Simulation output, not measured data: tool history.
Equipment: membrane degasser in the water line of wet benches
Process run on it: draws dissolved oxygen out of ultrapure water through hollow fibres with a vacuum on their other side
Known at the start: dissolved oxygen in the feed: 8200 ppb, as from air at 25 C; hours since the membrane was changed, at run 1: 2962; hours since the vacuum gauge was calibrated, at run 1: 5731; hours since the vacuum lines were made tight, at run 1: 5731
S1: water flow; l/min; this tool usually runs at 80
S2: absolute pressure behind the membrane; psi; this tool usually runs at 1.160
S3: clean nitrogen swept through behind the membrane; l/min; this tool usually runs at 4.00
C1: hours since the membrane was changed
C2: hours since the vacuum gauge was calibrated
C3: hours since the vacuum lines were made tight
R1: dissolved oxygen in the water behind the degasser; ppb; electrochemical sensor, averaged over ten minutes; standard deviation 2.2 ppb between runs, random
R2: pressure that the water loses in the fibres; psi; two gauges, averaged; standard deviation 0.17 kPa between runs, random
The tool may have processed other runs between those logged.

run,hour,S1,S2,S3,C1,C2,C3,R1,R2
1,0.0,80,1.160,4.00,2962,5731,5731,236.4,3.809
2,185.3,80,1.160,4.00,3148,5916,5916,235.3,3.796
3,332.8,80,1.160,4.00,3295,6063,6063,233.8,3.793
4,514.2,80,1.160,4.00,3476,6245,6245,236.1,3.778
5,762.4,80,1.160,4.00,3725,6493,6493,240.8,3.796
6,949.7,80,1.160,9.52,3912,6680,6680,114.1,3.842
7,1144.5,80,1.160,4.00,4107,6875,6875,231.9,3.814
8,1286.8,80,1.160,4.00,4249,7017,7017,237.4,3.841
9,1459.9,80,1.160,4.00,4422,7191,7191,237.4,3.803
# hour 1764.0: seals of the vacuum lines changed
10,1776.9,51,1.160,4.00,4737,7506,13,157.1,2.450
# hour 1847.1: vacuum gauge calibrated
11,2065.1,51,1.160,4.00,5025,218,301,143.5,2.431
12,2243.3,51,1.160,4.00,5203,396,479,144.1,2.432
13,2560.7,51,1.160,4.00,5521,714,796,146.0,2.438
14,2809.8,49,2.580,4.65,5770,963,1045,353.8,2.358
15,3008.0,82,1.752,2.82,5968,1161,1243,523.7,3.933
16,3172.2,82,1.752,2.82,6132,1325,1408,532.2,3.945
17,3331.1,82,1.752,2.82,6291,1484,1567,539.8,3.944
18,3569.6,82,1.558,2.14,6529,1722,1805,560.1,3.952
19,3829.2,83,1.215,4.00,6789,1982,2065,250.9,3.983
20,4060.0,83,1.215,4.00,7020,2213,2295,248.2,3.987
21,4224.4,83,1.215,4.00,7184,2377,2460,245.4,4.010

Consider 4 possible next runs. They are alternatives, not a sequence: every one starts from the tool as it was left by run 21. What does each give?
A,4567.8,72,1.160,2.65,7528,2721,2803,?,?
B,4567.8,83,1.414,4.00,7528,2721,2803,?,?
C,4567.8,80,1.613,10.87,7528,2721,2803,?,?
D,4567.8,66,1.546,3.74,7528,2721,2803,?,?

run,R1,R2
A,285.6,3.437
B,303.9,3.997
C,151.0,3.829
D,301.1,3.182
With the hidden condition removed and each run's random variation left untouched, the same runs would have given:
run,R1,R2
A,274.4,3.342
B,294.4,3.887
C,146.1,3.723
D,293.0,3.094
